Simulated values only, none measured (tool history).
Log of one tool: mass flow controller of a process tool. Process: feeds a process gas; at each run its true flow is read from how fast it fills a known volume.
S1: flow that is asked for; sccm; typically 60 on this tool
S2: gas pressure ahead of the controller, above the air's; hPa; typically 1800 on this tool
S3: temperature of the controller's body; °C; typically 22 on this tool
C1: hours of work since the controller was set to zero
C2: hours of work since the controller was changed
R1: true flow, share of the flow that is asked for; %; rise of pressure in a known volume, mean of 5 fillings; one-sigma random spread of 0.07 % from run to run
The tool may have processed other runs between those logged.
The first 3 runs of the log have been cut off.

Run 4, day 11.846: usual settings; C1 2316; C2 2316. Result: R1 98.53 %.
Run 5, day 18.304: usual settings but S2 2520 hPa; C1 2432; C2 2432. Result: R1 98.78 %.
Run 6, day 22.554: usual settings but S2 1670 hPa; C1 2508; C2 2508. Result: R1 98.36 %.
Run 7, day 28.604: usual settings but S2 1680 hPa; C1 2616; C2 2616. Result: R1 98.13 %.
Run 8, day 34.575: usual settings but S2 1680 hPa; C1 2723; C2 2723. Result: R1 98.57 %.
Run 9, day 38.433: usual settings but S1 23 sccm; C1 2792; C2 2792. Result: R1 97.93 %.
Run 10, day 42.85: usual settings but S1 23 sccm, S3 24 °C; C1 2871; C2 2871. Result: R1 97.75 %.
Run 11, day 49.508: usual settings but S1 23 sccm, S3 24 °C; C1 2990; C2 2990. Result: R1 97.84 %.
Run 12, day 56.292: usual settings but S1 23 sccm, S3 24 °C; C1 3111; C2 3111. Result: R1 97.84 %.
Run 13, day 59.746: usual settings but S1 23 sccm, S3 24 °C; C1 3173; C2 3173. Result: R1 97.91 %.
Run 14, day 63.888: usual settings but S3 30 °C; C1 3247; C2 3247. Result: R1 97.81 %.
Run 15, day 69.625: usual settings but S3 30 °C; C1 3350; C2 3350. Result: R1 97.92 %.
Run 16, day 76.829: usual settings but S3 30 °C; C1 3479; C2 3479. Result: R1 97.93 %.
Run 17, day 81.571: usual settings but S3 30 °C; C1 3564; C2 3564. Result: R1 97.83 %.
Run 18, day 88.633: usual settings but S1 62 sccm, S2 2520 hPa; C1 3690; C2 3690. Result: R1 98.95 %.
Run 19, day 91.879: usual settings but S1 34 sccm, S3 29 °C; C1 3748; C2 3748. Result: R1 97.64 %.
Run 20, day 96.604: usual settings but S1 34 sccm, S3 29 °C; C1 3833; C2 3833. Result: R1 97.55 %.
Run 21, day 102.742: usual settings but S1 83 sccm, S2 1650 hPa; C1 3942; C2 3942. Result: R1 98.57 %.
Run 22, day 109.312: usual settings but S1 34 sccm, S2 2020 hPa, S3 24 °C; C1 4060; C2 4060. Result: R1 98.12 %.
Run 23, day 115.988: usual settings but S1 34 sccm, S2 2020 hPa, S3 24 °C; C1 4179; C2 4179. Result: R1 98.05 %.

Expected results for the next run?
Run 24, day 120.042: usual settings but S1 34 sccm, S2 2020 hPa, S3 24 °C; C1 4252; C2 4252. Result: R1 ?.

R1: 98.14 %
Had the tool carried no hidden state, the very same run would have given R1 98.14 %.
